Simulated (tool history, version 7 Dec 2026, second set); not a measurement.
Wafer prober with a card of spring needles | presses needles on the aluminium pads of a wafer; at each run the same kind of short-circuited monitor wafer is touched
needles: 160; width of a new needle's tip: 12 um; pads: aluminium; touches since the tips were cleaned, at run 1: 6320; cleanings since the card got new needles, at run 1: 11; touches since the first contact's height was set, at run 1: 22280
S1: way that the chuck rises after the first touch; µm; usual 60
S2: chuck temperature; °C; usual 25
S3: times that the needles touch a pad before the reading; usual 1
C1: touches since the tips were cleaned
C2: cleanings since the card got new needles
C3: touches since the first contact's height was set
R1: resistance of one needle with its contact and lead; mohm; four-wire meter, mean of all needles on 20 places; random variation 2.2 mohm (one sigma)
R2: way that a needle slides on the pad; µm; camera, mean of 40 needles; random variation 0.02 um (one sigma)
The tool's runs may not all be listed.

run     day  S1   S2  S3    C1  C2     C3   R1     R2
  1   0.000  60   25   1  6320  11  22280  270  14.98
      0.179  -- tips cleaned on abrasive film
  2   0.388  74   25   1  2725  12  27261  279  18.49
      0.808  -- tips cleaned on abrasive film
  3   0.933  74   25   1  1592  13  34288  257  18.49
      1.433  -- tips cleaned on abrasive film
  4   1.500  74   25   1   865  14  41591  251  18.43
  5   2.029  74   25   1  7748  14  48474  277  18.45
      2.075  -- tips cleaned on abrasive film
  6   2.433  60   25   2  4650  15  53695  259  14.95
      2.721  -- tips cleaned on abrasive film
  7   2.846  60   25   1  1599  16  59000  259  14.93
      3.354  -- tips cleaned on abrasive film
  8   3.383  60   25   1   350  17  65909  250  14.91
  9   3.800  60   42   1  5801  17  71360  275  14.91
      3.992  -- tips cleaned on abrasive film
      4.338  -- tips cleaned on abrasive film, once more
 10   4.500  60   42   1  2091  19  80321  263  14.90
      4.829  -- height of the first contact set anew
 11   4.962  60   25   1  7974  19   1722  272  15.04
      5.004  -- tips cleaned on abrasive film
 12   5.592  60   25   1  7628  20   9820  270  14.96
      5.633  -- tips cleaned on abrasive film
 13   5.896  60   39   1  3407  21  13738  271  14.98
      6.254  -- tips cleaned on abrasive film
 14   6.521  45   25   1  3479  22  21799  270  11.23
      6.883  -- tips cleaned on abrasive film
 15   6.958  45   25   1   980  23  27456  259  11.21
      7.508  -- tips cleaned on abrasive film
 16   7.633  65   25   1  1621  24  36168  254  16.18
 17   7.954  66  112   3  5792  24  40339  273  16.45
      8.175  -- tips cleaned on abrasive film
 18   8.396  66  112   3  2894  25  46032  274  16.46
 19   8.683  52  122   2  6627  25  49765  287  12.93
      8.800  -- tips cleaned on abrasive film
 20   9.008  52  122   2  2714  26  53903  280  12.93
      9.446  -- tips cleaned on abrasive film
 21   9.671  69   28   3  2927  27  62485  251  17.17
     10.067  -- tips cleaned on abrasive film
 22  10.067  69   28   3     0  28  67563  241  17.15

Forecast each of these 3 alternatives for the next run:
  A  10.383  60  90   2  4118  28  71681   ?   ?
  B  10.383  60  25   2  4118  28  71681   ?   ?
  C  10.383  69  28   1  4118  28  71681   ?   ?

run   R1     R2
  A  277  14.89
  B  255  14.91
  C  269  17.13
Without the tool's hidden state the same runs would have given:
run   R1     R2
  A  263  15.01
  B  241  15.02
  C  245  17.25
